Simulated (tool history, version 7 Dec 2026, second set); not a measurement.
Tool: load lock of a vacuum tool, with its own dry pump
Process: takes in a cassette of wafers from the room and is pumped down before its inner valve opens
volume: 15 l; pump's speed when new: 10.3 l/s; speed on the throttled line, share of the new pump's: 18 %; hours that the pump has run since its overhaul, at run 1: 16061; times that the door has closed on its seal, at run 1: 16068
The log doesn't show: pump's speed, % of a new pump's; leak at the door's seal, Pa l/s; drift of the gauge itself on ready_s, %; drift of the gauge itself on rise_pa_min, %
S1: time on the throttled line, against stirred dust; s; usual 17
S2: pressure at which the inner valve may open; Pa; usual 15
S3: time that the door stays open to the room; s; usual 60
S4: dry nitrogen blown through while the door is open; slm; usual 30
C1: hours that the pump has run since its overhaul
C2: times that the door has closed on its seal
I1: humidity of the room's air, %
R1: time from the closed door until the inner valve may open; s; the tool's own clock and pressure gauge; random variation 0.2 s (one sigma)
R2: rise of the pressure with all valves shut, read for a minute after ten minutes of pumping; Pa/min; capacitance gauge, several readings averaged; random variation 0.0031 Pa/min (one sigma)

{"run": 1, "hour": 0.0, "S1": 17, "S2": 15, "S3": 60, "S4": 30, "C1": 16061, "C2": 16068, "I1": 46.1, "R1": 30.0, "R2": 0.116}
{"run": 2, "hour": 155.4, "S1": 17, "S2": 15, "S3": 60, "S4": 30, "C1": 16216, "C2": 16364, "I1": 43.5, "R1": 30.0, "R2": 0.107}
{"run": 3, "hour": 307.1, "S1": 17, "S2": 15, "S3": 82, "S4": 30, "C1": 16368, "C2": 16654, "I1": 46.2, "R1": 30.3, "R2": 0.13}
{"run": 4, "hour": 525.4, "S1": 17, "S2": 15, "S3": 82, "S4": 30, "C1": 16586, "C2": 17071, "I1": 39.4, "R1": 29.7, "R2": 0.126}
{"run": 5, "hour": 679.5, "S1": 17, "S2": 15, "S3": 82, "S4": 30, "C1": 16740, "C2": 17365, "I1": 44.2, "R1": 30.2, "R2": 0.124}
{"run": 6, "hour": 830.6, "S1": 17, "S2": 15, "S3": 90, "S4": 30, "C1": 16891, "C2": 17654, "I1": 44.5, "R1": 30.3, "R2": 0.13}
{"run": 7, "hour": 1040.2, "S1": 17, "S2": 15, "S3": 90, "S4": 30, "C1": 17101, "C2": 18054, "I1": 44.2, "R1": 30.3, "R2": 0.132}
{"hour": 1197.0, "done": "dry pump taken out, an overhauled one fitted"}
{"run": 8, "hour": 1247.4, "S1": 17, "S2": 15, "S3": 60, "S4": 30, "C1": 50, "C2": 18438, "I1": 48.2, "R1": 26.5, "R2": 0.126}
{"run": 9, "hour": 1369.0, "S1": 11, "S2": 15, "S3": 60, "S4": 30, "C1": 172, "C2": 18670, "I1": 47.2, "R1": 21.8, "R2": 0.125}
{"run": 10, "hour": 1489.3, "S1": 11, "S2": 15, "S3": 60, "S4": 30, "C1": 292, "C2": 18900, "I1": 46.9, "R1": 21.8, "R2": 0.134}
{"run": 11, "hour": 1657.5, "S1": 11, "S2": 15, "S3": 60, "S4": 30, "C1": 460, "C2": 19221, "I1": 43.4, "R1": 22.1, "R2": 0.127}
{"run": 12, "hour": 1827.0, "S1": 17, "S2": 20, "S3": 60, "S4": 30, "C1": 630, "C2": 19545, "I1": 41.3, "R1": 26.3, "R2": 0.123}
{"run": 13, "hour": 1978.1, "S1": 17, "S2": 20, "S3": 60, "S4": 30, "C1": 781, "C2": 19833, "I1": 48.3, "R1": 26.3, "R2": 0.136}
{"run": 14, "hour": 2157.5, "S1": 17, "S2": 15, "S3": 60, "S4": 5, "C1": 960, "C2": 20176, "I1": 43.5, "R1": 26.5, "R2": 0.179}
{"run": 15, "hour": 2274.7, "S1": 17, "S2": 22, "S3": 180, "S4": 13, "C1": 1078, "C2": 20399, "I1": 46.7, "R1": 26.3, "R2": 0.201}
{"run": 16, "hour": 2368.3, "S1": 17, "S2": 24, "S3": 137, "S4": 30, "C1": 1171, "C2": 20578, "I1": 45.8, "R1": 25.9, "R2": 0.156}
{"run": 17, "hour": 2516.4, "S1": 17, "S2": 24, "S3": 137, "S4": 30, "C1": 1319, "C2": 20861, "I1": 44.7, "R1": 25.9, "R2": 0.154}
{"run": 18, "hour": 2732.0, "S1": 33, "S2": 24, "S3": 144, "S4": 21, "C1": 1535, "C2": 21273, "I1": 46.0, "R1": 39.1, "R2": 0.179}
{"run": 19, "hour": 2936.9, "S1": 8, "S2": 14, "S3": 173, "S4": 10, "C1": 1740, "C2": 21664, "I1": 48.7, "R1": 19.4, "R2": 0.229}
{"run": 20, "hour": 3028.0, "S1": 17, "S2": 21, "S3": 153, "S4": 30, "C1": 1831, "C2": 21838, "I1": 47.5, "R1": 26.1, "R2": 0.166}
{"run": 21, "hour": 3190.9, "S1": 17, "S2": 15, "S3": 149, "S4": 6, "C1": 1994, "C2": 22149, "I1": 50.3, "R1": 27.1, "R2": 0.245}
{"run": 22, "hour": 3292.6, "S1": 13, "S2": 15, "S3": 60, "S4": 11, "C1": 2096, "C2": 22343, "I1": 43.4, "R1": 23.8, "R2": 0.177}
{"run": 23, "hour": 3467.5, "S1": 13, "S2": 15, "S3": 60, "S4": 11, "C1": 2270, "C2": 22677, "I1": 42.3, "R1": 23.6, "R2": 0.172}
{"run": 24, "hour": 3567.9, "S1": 13, "S2": 15, "S3": 60, "S4": 11, "C1": 2371, "C2": 22868, "I1": 44.6, "R1": 24.1, "R2": 0.176}
{"run": 25, "hour": 3778.3, "S1": 26, "S2": 15, "S3": 60, "S4": 18, "C1": 2581, "C2": 23270, "I1": 43.7, "R1": 34.3, "R2": 0.167}
{"run": 26, "hour": 3908.9, "S1": 17, "S2": 21, "S3": 128, "S4": 5, "C1": 2712, "C2": 23519, "I1": 43.0, "R1": 26.6, "R2": 0.225}
{"run": 27, "hour": 4115.5, "S1": 21, "S2": 15, "S3": 60, "S4": 30, "C1": 2918, "C2": 23914, "I1": 44.9, "R1": 30.6, "R2": 0.157}

Hidden state at the last listed run before each entry between runs and at the first one after, where it differs:
Between runs 7 and 8: dry pump taken out, an overhauled one fitted (hour 1197.0)
  pump's speed, % of a new pump's: 73.7 -> 101.5; leak at the door's seal, Pa l/s: 0.0192 -> 0.0197
  measured less the result without the state, R1: +3.6 -> -0.2 s; R2: +0.070 -> +0.072 Pa/min
